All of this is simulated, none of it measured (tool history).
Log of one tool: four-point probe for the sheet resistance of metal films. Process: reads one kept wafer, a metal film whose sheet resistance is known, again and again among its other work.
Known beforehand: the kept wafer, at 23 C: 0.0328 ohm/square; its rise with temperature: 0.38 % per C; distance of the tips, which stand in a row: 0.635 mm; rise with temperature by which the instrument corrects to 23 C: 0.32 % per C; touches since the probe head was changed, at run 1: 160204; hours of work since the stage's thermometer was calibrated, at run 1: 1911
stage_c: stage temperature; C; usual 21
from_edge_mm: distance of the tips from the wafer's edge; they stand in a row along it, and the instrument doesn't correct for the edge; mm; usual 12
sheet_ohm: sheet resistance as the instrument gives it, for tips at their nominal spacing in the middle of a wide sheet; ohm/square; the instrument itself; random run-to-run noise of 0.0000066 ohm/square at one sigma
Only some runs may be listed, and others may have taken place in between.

run    hour  stage_c  from_edge_mm  touches since the probe head was changed  hours of work since the stage's thermometer was calibrated  sheet_ohm
  1       0       21            12                                    160204                                                        1911   0.032814
  2    77.7       20            12                                    164466                                                        1972   0.032783
  3   154.6       20            12                                    168680                                                        2032   0.032788
        165  -- new probe head fitted
  4   246.4       28            12                                      4464                                                        2103   0.032945
  5     385       20            12                                     12059                                                        2211   0.032781
  6   526.1       21            12                                     19796                                                        2321   0.032805
  7   648.4       21            21                                     26503                                                        2417   0.032771
  8   794.7       21             8                                     34524                                                        2532   0.032861
  9   872.3       21             3                                     38779                                                        2592   0.033536
 10   947.7       21            12                                     42911                                                        2651    0.03281
 11  1081.5       21            11                                     50247                                                        2756    0.03282
     1125.5  -- stage's thermometer calibrated
 12  1204.3       27             3                                     56955                                                          62   0.033659
 13  1301.4       27             3                                     62278                                                         138   0.033653
 14  1416.7       27             3                                     68601                                                         228   0.033648
 15  1559.7       27             3                                     76441                                                         340   0.033643
 16  1633.6       27             3                                     80491                                                         397    0.03365
 17  1734.8       28             7                                     86043                                                         476   0.033045
 18  1803.8       35            24                                     89825                                                         530   0.033035
 19  1874.6       33            12                                     93706                                                         586   0.033041
 20  1967.4       33            12                                     98794                                                         658    0.03303
 21  2064.5       26            33                                    104117                                                         734   0.032856

What differs in the tool's unlogged condition from the final listed run ahead of each entry between runs to the first listed run following it?
In the gap between runs 3 and 4: new probe head fitted (hour 165)
  inner tips' distance over the nominal, %: -0.012 -> -0.001; tips' flats over new ones', %: 1 -> 0
In the gap between runs 11 and 12: stage's thermometer calibrated (hour 1125.5)
  no difference in the tool's unlogged condition between these two runs
